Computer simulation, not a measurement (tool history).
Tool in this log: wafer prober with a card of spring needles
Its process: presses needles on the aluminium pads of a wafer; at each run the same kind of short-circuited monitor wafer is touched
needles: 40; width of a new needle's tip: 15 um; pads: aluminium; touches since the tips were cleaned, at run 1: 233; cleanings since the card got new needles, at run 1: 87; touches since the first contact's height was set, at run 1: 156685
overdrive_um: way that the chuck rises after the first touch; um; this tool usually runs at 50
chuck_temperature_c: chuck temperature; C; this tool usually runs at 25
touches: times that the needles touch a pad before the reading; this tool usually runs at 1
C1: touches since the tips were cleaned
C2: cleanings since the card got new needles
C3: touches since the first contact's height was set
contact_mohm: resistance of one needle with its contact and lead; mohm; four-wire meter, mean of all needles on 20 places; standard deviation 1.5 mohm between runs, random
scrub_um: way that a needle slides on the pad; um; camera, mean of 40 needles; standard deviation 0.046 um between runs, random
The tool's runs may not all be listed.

Run 1, day 0: usual settings; C1 233; C2 87; C3 156685. Result: contact_mohm 207 mohm, scrub_um 7.28 um.
At day 0.479: tips cleaned on abrasive film.
At day 1.075: tips cleaned on abrasive film.
At day 1.675: tips cleaned on abrasive film.
At day 1.925: height of the first contact set anew.
At day 2.167: tips cleaned on abrasive film.
At day 2.762: tips cleaned on abrasive film.
Run 2, day 3.058: usual settings; C1 4207; C2 92; C3 15983. Result: contact_mohm 442 mohm, scrub_um 7.36 um.
At day 3.3: tips cleaned on abrasive film.
At day 3.896: tips cleaned on abrasive film.
At day 4.496: tips cleaned on abrasive film.
Run 3, day 4.629: usual settings; C1 1899; C2 95; C3 38068. Result: contact_mohm 341 mohm, scrub_um 7.43 um.
At day 4.988: tips cleaned on abrasive film.
At day 5.588: tips cleaned on abrasive film.
Run 4, day 6.033: usual settings but touches 2; C1 6318; C2 97; C3 57845. Result: contact_mohm 355 mohm, scrub_um 7.36 um.
At day 6.154: tips cleaned on abrasive film.
At day 6.754: tips cleaned on abrasive film.
At day 7.35: tips cleaned on abrasive film.
At day 7.946: tips cleaned on abrasive film.
At day 8.546: tips cleaned on abrasive film.
Run 5, day 8.871: usual settings but touches 2; C1 4622; C2 102; C3 97795. Result: contact_mohm 339 mohm, scrub_um 7.43 um.
At day 9.112: tips cleaned on abrasive film.
At day 9.708: tips cleaned on abrasive film.
At day 10.308: tips cleaned on abrasive film.
At day 10.904: tips cleaned on abrasive film.
At day 11.425: tips cleaned on abrasive film.
Run 6, day 11.425: usual settings but touches 2; C1 0; C2 107; C3 133711. Result: contact_mohm 172 mohm, scrub_um 7.26 um.
At day 11.904: tips cleaned on abrasive film.
At day 12.5: tips cleaned on abrasive film.
At day 13.1: tips cleaned on abrasive film.
Run 7, day 13.446: usual settings but overdrive_um 41 um; C1 4923; C2 110; C3 162187. Result: contact_mohm 697 mohm, scrub_um 5.85 um.
At day 13.688: tips cleaned on abrasive film.
At day 14.283: tips cleaned on abrasive film.
At day 14.883: tips cleaned on abrasive film.
At day 15.012: height of the first contact set anew.
At day 15.492: tips cleaned on abrasive film.
At day 15.971: tips cleaned on abrasive film.
At day 16.521: tips cleaned on abrasive film.
Run 8, day 16.521: usual settings but overdrive_um 41 um; C1 0; C2 116; C3 21207. Result: contact_mohm 200 mohm, scrub_um 6.12 um.
At day 17.117: tips cleaned on abrasive film.
At day 17.717: tips cleaned on abrasive film.
At day 18.312: tips cleaned on abrasive film.
At day 18.912: tips cleaned on abrasive film.
Run 9, day 19.288: usual settings but chuck_temperature_c 70 C; C1 5316; C2 120; C3 60168. Result: contact_mohm 484 mohm, scrub_um 7.4 um.
At day 19.408: tips cleaned on abrasive film.
At day 20.004: tips cleaned on abrasive film.
At day 20.604: tips cleaned on abrasive film.
At day 21.083: tips cleaned on abrasive film.
Run 10, day 21.15: usual settings; C1 986; C2 124; C3 86388. Result: contact_mohm 293 mohm, scrub_um 7.28 um.
At day 21.629: tips cleaned on abrasive film.
At day 22.229: tips cleaned on abrasive film.
At day 22.708: tips cleaned on abrasive film.
At day 23.304: tips cleaned on abrasive film.
Run 11, day 23.396: usual settings but overdrive_um 31 um, touches 2; C1 1320; C2 128; C3 117990. Result: contact_mohm 433 mohm, scrub_um 4.45 um.
At day 23.875: tips cleaned on abrasive film.
At day 24.475: tips cleaned on abrasive film.
At day 24.954: tips cleaned on abrasive film.
Run 12, day 25.079: usual settings but overdrive_um 31 um, touches 2; C1 1813; C2 131; C3 141674. Result: contact_mohm 495 mohm, scrub_um 4.5 um.
At day 25.442: tips cleaned on abrasive film.
At day 25.917: tips cleaned on abrasive film.
At day 26.517: tips cleaned on abrasive film.
Run 13, day 26.667: usual settings but overdrive_um 54 um, chuck_temperature_c 48 C; C1 2156; C2 134; C3 164012. Result: contact_mohm 380 mohm, scrub_um 7.83 um.
At day 27.029: tips cleaned on abrasive film.
At day 27.625: tips cleaned on abrasive film.
At day 28.112: height of the first contact set anew.
At day 28.196: tips cleaned on abrasive film.
Run 14, day 28.196: usual settings but overdrive_um 40 um, chuck_temperature_c 78 C; C1 0; C2 137; C3 1121. Result: contact_mohm 228 mohm, scrub_um 5.98 um.
At day 28.675: tips cleaned on abrasive film.
At day 29.154: tips cleaned on abrasive film.
At day 29.75: tips cleaned on abrasive film.
Run 15, day 29.804: usual settings but overdrive_um 40 um, chuck_temperature_c 78 C; C1 745; C2 140; C3 23737. Result: contact_mohm 337 mohm, scrub_um 5.91 um.

Run 16, settings as shown, results not yet in. Your forecast:
At day 30.283: tips cleaned on abrasive film.
At day 30.879: tips cleaned on abrasive film.
At day 31.479: tips cleaned on abrasive film.
At day 32.075: tips cleaned on abrasive film.
At day 32.671: tips cleaned on abrasive film.
Run 16, day 32.812: usual settings but overdrive_um 57 um, chuck_temperature_c 78 C; C1 2019; C2 145; C3 66131. Result: contact_mohm ?, scrub_um ?.

{"run 16": {"contact_mohm": 307, "scrub_um": 8.44}}
Had the tool carried no hidden state, the very same run would have given contact_mohm 148 mohm, scrub_um 8.53 um.

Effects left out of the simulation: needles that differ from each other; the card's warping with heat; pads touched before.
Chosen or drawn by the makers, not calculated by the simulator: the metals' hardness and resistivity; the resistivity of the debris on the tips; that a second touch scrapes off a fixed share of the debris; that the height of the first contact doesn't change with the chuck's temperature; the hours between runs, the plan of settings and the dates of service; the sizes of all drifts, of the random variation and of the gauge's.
